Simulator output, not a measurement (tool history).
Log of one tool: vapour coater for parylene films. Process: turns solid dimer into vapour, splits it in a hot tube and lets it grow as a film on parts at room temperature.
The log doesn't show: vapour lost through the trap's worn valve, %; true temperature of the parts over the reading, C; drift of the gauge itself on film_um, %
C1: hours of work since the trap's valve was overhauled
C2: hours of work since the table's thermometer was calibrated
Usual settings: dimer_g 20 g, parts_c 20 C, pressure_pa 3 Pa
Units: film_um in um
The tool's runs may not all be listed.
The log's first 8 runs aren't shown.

{"run": 9, "hour": 129.7, "dimer_g": 20, "parts_c": 26, "pressure_pa": 3, "C1": 655, "C2": 369, "film_um": 2.98}
{"run": 10, "hour": 141.0, "dimer_g": 20, "parts_c": 26, "pressure_pa": 3, "C1": 661, "C2": 374, "film_um": 3}
{"run": 11, "hour": 156.6, "dimer_g": 20, "parts_c": 26, "pressure_pa": 3, "C1": 669, "C2": 382, "film_um": 2.98}
{"run": 12, "hour": 179.6, "dimer_g": 20, "parts_c": 20, "pressure_pa": 5.26, "C1": 681, "C2": 394, "film_um": 3.51}
{"hour": 182.5, "done": "table's thermometer calibrated"}
{"hour": 203.8, "done": "trap's valve overhauled"}
{"run": 13, "hour": 207.6, "dimer_g": 20, "parts_c": 20, "pressure_pa": 5.26, "C1": 2, "C2": 11, "film_um": 4.07}
{"run": 14, "hour": 222.9, "dimer_g": 20, "parts_c": 20, "pressure_pa": 5.26, "C1": 10, "C2": 19, "film_um": 4}
{"run": 15, "hour": 233.9, "dimer_g": 20, "parts_c": 20, "pressure_pa": 7.13, "C1": 16, "C2": 25, "film_um": 3.87}
{"run": 16, "hour": 249.1, "dimer_g": 20, "parts_c": 20, "pressure_pa": 7.13, "C1": 23, "C2": 32, "film_um": 3.95}
{"run": 17, "hour": 269.6, "dimer_g": 12, "parts_c": 20, "pressure_pa": 9.01, "C1": 34, "C2": 43, "film_um": 2.24}
{"run": 18, "hour": 281.2, "dimer_g": 17, "parts_c": 19, "pressure_pa": 10.76, "C1": 40, "C2": 49, "film_um": 3.25}
{"hour": 283.8, "done": "table's thermometer calibrated, once more"}
{"run": 19, "hour": 302.9, "dimer_g": 17, "parts_c": 19, "pressure_pa": 5.82, "C1": 51, "C2": 10, "film_um": 3.53}
{"run": 20, "hour": 314.3, "dimer_g": 17, "parts_c": 15, "pressure_pa": 5.82, "C1": 57, "C2": 16, "film_um": 4.19}
{"run": 21, "hour": 335.3, "dimer_g": 35, "parts_c": 31, "pressure_pa": 9.09, "C1": 68, "C2": 27, "film_um": 4.24}
{"run": 22, "hour": 353.4, "dimer_g": 33, "parts_c": 25, "pressure_pa": 2.24, "C1": 77, "C2": 36, "film_um": 6.08}
{"run": 23, "hour": 368.0, "dimer_g": 20, "parts_c": 14, "pressure_pa": 3, "C1": 84, "C2": 44, "film_um": 5.49}
{"run": 24, "hour": 384.3, "dimer_g": 24, "parts_c": 12, "pressure_pa": 10.22, "C1": 93, "C2": 52, "film_um": 6}
{"run": 25, "hour": 397.7, "dimer_g": 24, "parts_c": 12, "pressure_pa": 10.22, "C1": 100, "C2": 59, "film_um": 6.06}
{"run": 26, "hour": 417.4, "dimer_g": 25, "parts_c": 24, "pressure_pa": 10.22, "C1": 110, "C2": 69, "film_um": 3.86}
{"run": 27, "hour": 432.6, "dimer_g": 22, "parts_c": 14, "pressure_pa": 10.22, "C1": 118, "C2": 77, "film_um": 5.06}
{"run": 28, "hour": 443.5, "dimer_g": 24, "parts_c": 14, "pressure_pa": 8.42, "C1": 124, "C2": 83, "film_um": 5.63}
{"run": 29, "hour": 455.7, "dimer_g": 20, "parts_c": 20, "pressure_pa": 2.47, "C1": 130, "C2": 89, "film_um": 4.3}
{"run": 30, "hour": 473.0, "dimer_g": 20, "parts_c": 20, "pressure_pa": 2.47, "C1": 139, "C2": 98, "film_um": 4.37}
{"run": 31, "hour": 488.2, "dimer_g": 11, "parts_c": 14, "pressure_pa": 4.13, "C1": 147, "C2": 106, "film_um": 2.82}
{"run": 32, "hour": 506.6, "dimer_g": 20, "parts_c": 20, "pressure_pa": 2.4, "C1": 156, "C2": 115, "film_um": 4.36}

4 ways to go on from here, each from the tool as it stands after run 32. What would each give?
{"run": "A", "hour": 520.8, "dimer_g": 19, "parts_c": 20, "pressure_pa": 5.8, "C1": 164, "C2": 123, "film_um": "?"}
{"run": "B", "hour": 520.8, "dimer_g": 20, "parts_c": 20, "pressure_pa": 2.44, "C1": 164, "C2": 123, "film_um": "?"}
{"run": "C", "hour": 520.8, "dimer_g": 28, "parts_c": 18, "pressure_pa": 10.36, "C1": 164, "C2": 123, "film_um": "?"}
{"run": "D", "hour": 520.8, "dimer_g": 10, "parts_c": 30, "pressure_pa": 2.4, "C1": 164, "C2": 123, "film_um": "?"}

run=A film_um=3.68
run=B film_um=4.36
run=C film_um=5.46
run=D film_um=1.46
Without the tool's hidden state the same runs would have given:
run=A film_um=3.86
run=B film_um=4.56
run=C film_um=5.72
run=D film_um=1.53
